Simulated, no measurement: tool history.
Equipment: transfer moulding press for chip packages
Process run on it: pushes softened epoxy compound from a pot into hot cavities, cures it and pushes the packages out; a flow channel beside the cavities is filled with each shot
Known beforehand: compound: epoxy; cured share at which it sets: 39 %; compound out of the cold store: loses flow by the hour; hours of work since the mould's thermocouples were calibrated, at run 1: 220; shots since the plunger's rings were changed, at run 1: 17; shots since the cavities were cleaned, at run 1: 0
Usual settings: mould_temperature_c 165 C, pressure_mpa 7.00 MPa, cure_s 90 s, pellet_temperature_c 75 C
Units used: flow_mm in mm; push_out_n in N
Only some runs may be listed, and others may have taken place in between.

run,hour,mould_temperature_c,pressure_mpa,cure_s,pellet_temperature_c,hours of work since the mould's thermocouples were calibrated,shots since the plunger's rings were changed,shots since the cavities were cleaned,incoming compound's hours out of the cold store,flow_mm,push_out_n
1,0.0,165,7.00,90,75,220,17,0,23.8,784,378
# hour 45.0: cavities cleaned with cleaning compound and waxed
2,51.6,165,7.00,90,77,246,546,69,33.1,750,366
# hour 88.1: cavities cleaned with cleaning compound and waxed
3,111.3,165,7.00,90,75,276,1161,245,36.3,746,369
# hour 132.1: cavities cleaned with cleaning compound and waxed
4,166.8,165,7.00,90,75,304,1732,367,27.1,770,389
# hour 174.9: cavities cleaned with cleaning compound and waxed
# hour 217.7: cavities cleaned with cleaning compound and waxed
5,225.0,165,7.00,90,75,333,2315,78,41.4,727,374
# hour 264.5: cavities cleaned with cleaning compound and waxed
6,287.5,165,5.42,90,75,365,2959,243,44.7,635,359
# hour 309.0: cavities cleaned with cleaning compound and waxed
# hour 353.0: cavities cleaned with cleaning compound and waxed
7,353.0,165,7.84,90,75,397,3620,0,44.4,770,374
8,384.4,165,7.84,90,75,414,3952,332,45.8,757,365
# hour 397.7: cavities cleaned with cleaning compound and waxed
# hour 443.7: cavities cleaned with cleaning compound and waxed
9,447.8,165,7.00,90,75,445,4590,43,38.0,738,386
10,482.8,162,8.55,128,78,464,4960,413,19.4,882,277
# hour 488.3: cavities cleaned with cleaning compound and waxed
# hour 531.1: cavities cleaned with cleaning compound and waxed
11,552.4,162,8.55,93,78,498,5664,225,11.2,911,443
# hour 574.6: cavities cleaned with cleaning compound and waxed
# hour 592.1: plunger's sealing rings changed
12,595.8,162,7.71,93,78,519,39,197,35.0,797,411
# hour 620.1: cavities cleaned with cleaning compound and waxed
# hour 663.8: cavities cleaned with cleaning compound and waxed
13,665.9,166,7.87,90,75,554,749,23,16.9,847,362
# hour 710.3: cavities cleaned with cleaning compound and waxed
14,711.4,166,7.87,90,75,577,1213,11,25.9,814,343
# hour 754.7: cavities cleaned with cleaning compound and waxed
15,772.6,158,6.45,86,67,608,1844,189,33.3,756,699

Run 16 has not been measured yet. What should we expect?
# hour 798.4: cavities cleaned with cleaning compound and waxed
16,834.8,158,6.45,86,67,640,2485,384,35.3,?,?

Run 16 produced flow_mm 739 mm, push_out_n 682 N.
On a tool with no hidden condition, and with the same random variation, this run would have come out at flow_mm 740 mm, push_out_n 675 N.
